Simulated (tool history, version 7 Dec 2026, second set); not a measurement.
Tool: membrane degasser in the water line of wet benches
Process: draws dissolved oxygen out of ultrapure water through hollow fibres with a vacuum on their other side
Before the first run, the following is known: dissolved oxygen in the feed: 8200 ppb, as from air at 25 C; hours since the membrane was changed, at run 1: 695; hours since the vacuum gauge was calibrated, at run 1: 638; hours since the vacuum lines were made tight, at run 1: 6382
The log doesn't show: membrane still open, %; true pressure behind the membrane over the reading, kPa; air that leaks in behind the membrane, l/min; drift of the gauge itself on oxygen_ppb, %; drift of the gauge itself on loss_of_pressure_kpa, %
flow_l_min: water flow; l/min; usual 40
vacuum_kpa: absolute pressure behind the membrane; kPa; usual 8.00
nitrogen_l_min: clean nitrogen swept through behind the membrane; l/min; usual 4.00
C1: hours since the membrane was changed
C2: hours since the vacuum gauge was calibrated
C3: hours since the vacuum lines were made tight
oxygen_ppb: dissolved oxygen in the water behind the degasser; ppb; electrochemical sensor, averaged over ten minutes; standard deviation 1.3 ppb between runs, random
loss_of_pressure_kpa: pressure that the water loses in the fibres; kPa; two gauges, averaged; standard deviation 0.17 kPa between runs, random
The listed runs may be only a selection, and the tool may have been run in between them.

{"run": 1, "hour": 0.0, "flow_l_min": 40, "vacuum_kpa": 8.0, "nitrogen_l_min": 4.0, "C1": 695, "C2": 638, "C3": 6382, "oxygen_ppb": 125.2, "loss_of_pressure_kpa": 28.31}
{"run": 2, "hour": 66.9, "flow_l_min": 58, "vacuum_kpa": 8.0, "nitrogen_l_min": 4.0, "C1": 762, "C2": 705, "C3": 6449, "oxygen_ppb": 181.2, "loss_of_pressure_kpa": 40.71}
{"run": 3, "hour": 147.9, "flow_l_min": 58, "vacuum_kpa": 8.0, "nitrogen_l_min": 4.0, "C1": 843, "C2": 786, "C3": 6530, "oxygen_ppb": 183.2, "loss_of_pressure_kpa": 40.94}
{"run": 4, "hour": 209.5, "flow_l_min": 58, "vacuum_kpa": 8.0, "nitrogen_l_min": 4.0, "C1": 904, "C2": 848, "C3": 6592, "oxygen_ppb": 181.3, "loss_of_pressure_kpa": 40.97}
{"run": 5, "hour": 304.7, "flow_l_min": 40, "vacuum_kpa": 8.0, "nitrogen_l_min": 10.14, "C1": 999, "C2": 943, "C3": 6687, "oxygen_ppb": 58.8, "loss_of_pressure_kpa": 28.42}
{"hour": 316.3, "done": "vacuum gauge calibrated"}
{"run": 6, "hour": 416.5, "flow_l_min": 40, "vacuum_kpa": 8.0, "nitrogen_l_min": 10.14, "C1": 1111, "C2": 100, "C3": 6798, "oxygen_ppb": 58.2, "loss_of_pressure_kpa": 28.73}
{"run": 7, "hour": 478.4, "flow_l_min": 40, "vacuum_kpa": 8.0, "nitrogen_l_min": 10.14, "C1": 1173, "C2": 162, "C3": 6860, "oxygen_ppb": 57.5, "loss_of_pressure_kpa": 28.59}
{"run": 8, "hour": 577.3, "flow_l_min": 40, "vacuum_kpa": 8.0, "nitrogen_l_min": 10.14, "C1": 1272, "C2": 261, "C3": 6959, "oxygen_ppb": 58.6, "loss_of_pressure_kpa": 28.22}
{"run": 9, "hour": 634.4, "flow_l_min": 40, "vacuum_kpa": 8.0, "nitrogen_l_min": 10.14, "C1": 1329, "C2": 318, "C3": 7016, "oxygen_ppb": 59.2, "loss_of_pressure_kpa": 28.32}
{"run": 10, "hour": 727.7, "flow_l_min": 50, "vacuum_kpa": 16.83, "nitrogen_l_min": 10.14, "C1": 1422, "C2": 411, "C3": 7109, "oxygen_ppb": 179.2, "loss_of_pressure_kpa": 35.84}
{"run": 11, "hour": 847.5, "flow_l_min": 40, "vacuum_kpa": 17.03, "nitrogen_l_min": 1.89, "C1": 1542, "C2": 531, "C3": 7229, "oxygen_ppb": 616.8, "loss_of_pressure_kpa": 28.35}
{"hour": 860.6, "done": "vacuum gauge calibrated, once more"}
{"run": 12, "hour": 945.1, "flow_l_min": 56, "vacuum_kpa": 9.58, "nitrogen_l_min": 1.8, "C1": 1639, "C2": 84, "C3": 7326, "oxygen_ppb": 418.8, "loss_of_pressure_kpa": 39.82}
{"run": 13, "hour": 1021.3, "flow_l_min": 56, "vacuum_kpa": 9.58, "nitrogen_l_min": 1.8, "C1": 1715, "C2": 161, "C3": 7402, "oxygen_ppb": 416.4, "loss_of_pressure_kpa": 39.97}
{"run": 14, "hour": 1084.3, "flow_l_min": 56, "vacuum_kpa": 9.58, "nitrogen_l_min": 1.8, "C1": 1778, "C2": 224, "C3": 7465, "oxygen_ppb": 420.6, "loss_of_pressure_kpa": 40.17}

Alternative continuations, all from the tool just after run 14; predict every row:
{"run": "A", "hour": 1177.8, "flow_l_min": 45, "vacuum_kpa": 11.73, "nitrogen_l_min": 4.0, "C1": 1872, "C2": 317, "C3": 7559, "oxygen_ppb": "?", "loss_of_pressure_kpa": "?"}
{"run": "B", "hour": 1177.8, "flow_l_min": 49, "vacuum_kpa": 9.0, "nitrogen_l_min": 1.8, "C1": 1872, "C2": 317, "C3": 7559, "oxygen_ppb": "?", "loss_of_pressure_kpa": "?"}
{"run": "C", "hour": 1177.8, "flow_l_min": 40, "vacuum_kpa": 8.0, "nitrogen_l_min": 4.74, "C1": 1872, "C2": 317, "C3": 7559, "oxygen_ppb": "?", "loss_of_pressure_kpa": "?"}
{"run": "D", "hour": 1177.8, "flow_l_min": 40, "vacuum_kpa": 8.0, "nitrogen_l_min": 2.54, "C1": 1872, "C2": 317, "C3": 7559, "oxygen_ppb": "?", "loss_of_pressure_kpa": "?"}
{"run": "E", "hour": 1177.8, "flow_l_min": 60, "vacuum_kpa": 8.0, "nitrogen_l_min": 4.0, "C1": 1872, "C2": 317, "C3": 7559, "oxygen_ppb": "?", "loss_of_pressure_kpa": "?"}

run=A oxygen_ppb=232.4 loss_of_pressure_kpa=31.74
run=B oxygen_ppb=342.2 loss_of_pressure_kpa=34.65
run=C oxygen_ppb=108.1 loss_of_pressure_kpa=28.68
run=D oxygen_ppb=182.5 loss_of_pressure_kpa=28.39
run=E oxygen_ppb=184.7 loss_of_pressure_kpa=42.98
Without the tool's hidden state the same runs would have given:
run=A oxygen_ppb=230.1 loss_of_pressure_kpa=31.34
run=B oxygen_ppb=340.6 loss_of_pressure_kpa=34.22
run=C oxygen_ppb=106.6 loss_of_pressure_kpa=28.33
run=D oxygen_ppb=180.9 loss_of_pressure_kpa=28.04
run=E oxygen_ppb=182.6 loss_of_pressure_kpa=42.45
